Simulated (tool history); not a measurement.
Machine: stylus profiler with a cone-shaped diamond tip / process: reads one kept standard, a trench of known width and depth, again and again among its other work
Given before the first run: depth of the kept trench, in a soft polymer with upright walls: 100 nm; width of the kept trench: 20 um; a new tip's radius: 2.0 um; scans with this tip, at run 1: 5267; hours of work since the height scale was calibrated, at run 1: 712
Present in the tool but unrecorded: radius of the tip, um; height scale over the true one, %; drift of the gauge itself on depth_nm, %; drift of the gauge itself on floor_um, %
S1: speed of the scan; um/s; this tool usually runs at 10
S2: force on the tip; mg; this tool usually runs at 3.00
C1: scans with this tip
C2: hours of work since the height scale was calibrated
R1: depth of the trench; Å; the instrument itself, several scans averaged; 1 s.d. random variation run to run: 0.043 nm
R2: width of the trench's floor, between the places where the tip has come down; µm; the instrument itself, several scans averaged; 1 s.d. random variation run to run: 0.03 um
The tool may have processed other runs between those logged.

run	day	S1	S2	C1	C2	R1	R2
1	0.000	10	3.00	5267	712	1011.8	18.69
2	2.354	10	3.00	5485	742	1011.7	18.71
3	4.058	10	2.94	5643	763	1011.6	18.73
4	6.350	10	2.94	5855	792	1011.1	18.70
5	8.925	10	2.94	6093	824	1011.2	18.70
6	11.225	10	7.30	6306	853	1020.5	18.73
7	13.492	10	7.30	6516	881	1021.3	18.70
8	15.071	10	7.30	6662	901	1020.9	18.72
9	16.542	28	3.00	6798	919	1011.7	18.61
10	17.658	28	3.00	6902	933	1011.9	18.59
11	19.679	28	3.00	7089	959	1011.9	18.58
12	22.267	7	1.19	7328	991	1006.2	18.68
13	24.617	10	6.15	7546	1020	1017.9	18.76
14	26.462	4	3.00	7717	1044	1012.2	18.79
15	28.533	4	3.00	7909	1069	1011.0	18.70
16	30.783	23	3.42	8117	1098	1012.8	18.64
17	32.917	2	1.14	8314	1124	1005.9	18.73
18	34.604	2	1.14	8471	1146	1006.2	18.70
19	36.183	13	7.08	8617	1165	1020.5	18.70

The next listed run, before its measurement:
20	38.583	13	7.08	8839	1195	?	?

R1: 1020.9 Å
R2: 18.71 µm
The same run, on a tool lacking any hidden state, would have yielded R1 1020.8 Å, R2 18.72 µm.

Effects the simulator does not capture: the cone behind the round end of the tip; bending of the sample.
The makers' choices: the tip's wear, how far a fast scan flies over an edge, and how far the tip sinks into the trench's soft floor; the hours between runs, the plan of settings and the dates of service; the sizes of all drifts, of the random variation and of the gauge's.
